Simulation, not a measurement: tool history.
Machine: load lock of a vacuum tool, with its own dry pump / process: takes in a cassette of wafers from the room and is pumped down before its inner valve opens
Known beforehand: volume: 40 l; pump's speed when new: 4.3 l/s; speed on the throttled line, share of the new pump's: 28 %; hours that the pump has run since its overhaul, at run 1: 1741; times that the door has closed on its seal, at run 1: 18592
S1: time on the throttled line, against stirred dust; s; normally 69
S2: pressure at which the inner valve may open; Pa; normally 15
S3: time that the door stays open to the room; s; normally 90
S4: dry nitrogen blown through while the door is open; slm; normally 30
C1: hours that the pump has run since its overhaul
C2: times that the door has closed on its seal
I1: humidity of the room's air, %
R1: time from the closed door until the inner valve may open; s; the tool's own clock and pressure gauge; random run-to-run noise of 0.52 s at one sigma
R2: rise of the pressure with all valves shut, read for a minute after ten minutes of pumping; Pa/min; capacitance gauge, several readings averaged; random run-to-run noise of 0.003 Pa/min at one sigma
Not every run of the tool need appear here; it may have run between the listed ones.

Run 1, day 0: usual settings; C1 1741; C2 18592; I1 45.8. Result: R1 134.3 s, R2 0.101 Pa/min.
Run 2, day 16.188: usual settings; C1 2130; C2 20415; I1 44.5. Result: R1 134 s, R2 0.118 Pa/min.
Run 3, day 32.4: usual settings; C1 2519; C2 22241; I1 47.8. Result: R1 134.7 s, R2 0.129 Pa/min.
Run 4, day 41.196: usual settings; C1 2730; C2 23232; I1 47.5. Result: R1 134.7 s, R2 0.134 Pa/min.
Run 5, day 56.925: usual settings; C1 3107; C2 25003; I1 47.7. Result: R1 135.4 s, R2 0.147 Pa/min.
Run 6, day 68.817: usual settings; C1 3393; C2 26343; I1 47.1. Result: R1 134.8 s, R2 0.151 Pa/min.
Run 7, day 76.367: usual settings; C1 3574; C2 27193; I1 44.5. Result: R1 134.2 s, R2 0.157 Pa/min.
Run 8, day 87.425: usual settings; C1 3839; C2 28438; I1 44.8. Result: R1 135.3 s, R2 0.163 Pa/min.
Run 9, day 100.242: usual settings; C1 4147; C2 29881; I1 45.2. Result: R1 137.3 s, R2 0.168 Pa/min.
Run 10, day 108.183: usual settings but S1 57 s; C1 4337; C2 30776; I1 43.6. Result: R1 126.7 s, R2 0.173 Pa/min.
Run 11, day 121.967: usual settings but S1 57 s; C1 4668; C2 32328; I1 47.9. Result: R1 126.9 s, R2 0.191 Pa/min.
Run 12, day 139.121: usual settings but S1 57 s; C1 5080; C2 34260; I1 45.3. Result: R1 127.1 s, R2 0.202 Pa/min.
Run 13, day 147.858: usual settings but S1 57 s; C1 5290; C2 35244; I1 45.6. Result: R1 127.3 s, R2 0.208 Pa/min.
Run 14, day 158.554: usual settings but S1 97 s, S4 9 slm; C1 5546; C2 36448; I1 43.5. Result: R1 157.7 s, R2 0.232 Pa/min.
Run 15, day 166.733: usual settings but S1 96 s, S2 25 Pa, S3 155 s, S4 7 slm; C1 5743; C2 37369; I1 46.6. Result: R1 150.5 s, R2 0.263 Pa/min.
Run 16, day 183.35: usual settings but S1 121 s, S2 25 Pa, S3 68 s; C1 6141; C2 39241; I1 43.7. Result: R1 167.8 s, R2 0.239 Pa/min.
Run 17, day 194.308: usual settings but S1 121 s, S2 25 Pa, S3 68 s; C1 6404; C2 40475; I1 42.6. Result: R1 169 s, R2 0.25 Pa/min.
Run 18, day 206.717: usual settings but S1 89 s, S3 37 s; C1 6702; C2 41872; I1 45.1. Result: R1 151.6 s, R2 0.249 Pa/min.
Run 19, day 216.796: usual settings but S1 108 s, S2 29 Pa, S3 48 s, S4 15 slm; C1 6944; C2 43008; I1 42.2. Result: R1 157.6 s, R2 0.27 Pa/min.
Run 20, day 229.8: usual settings but S4 15 slm; C1 7256; C2 44472; I1 47.2. Result: R1 137.6 s, R2 0.298 Pa/min.
Run 21, day 244.575: usual settings but S4 15 slm; C1 7611; C2 46136; I1 43.4. Result: R1 138.1 s, R2 0.302 Pa/min.
Run 22, day 252.654: usual settings but S1 73 s, S3 68 s; C1 7805; C2 47045; I1 44.5. Result: R1 140.4 s, R2 0.304 Pa/min.

For run 23, what comes out?
Run 23, day 268.854: usual settings but S1 44 s, S3 68 s; C1 8194; C2 48870; I1 43.8. Result: R1 ?, R2 ?.

R1: 121 s
R2: 0.322 Pa/min
Take away the tool's hidden state, keep the run-to-run variation as it was, and the same run would have given R1 114.5 s, R2 0.026 Pa/min.
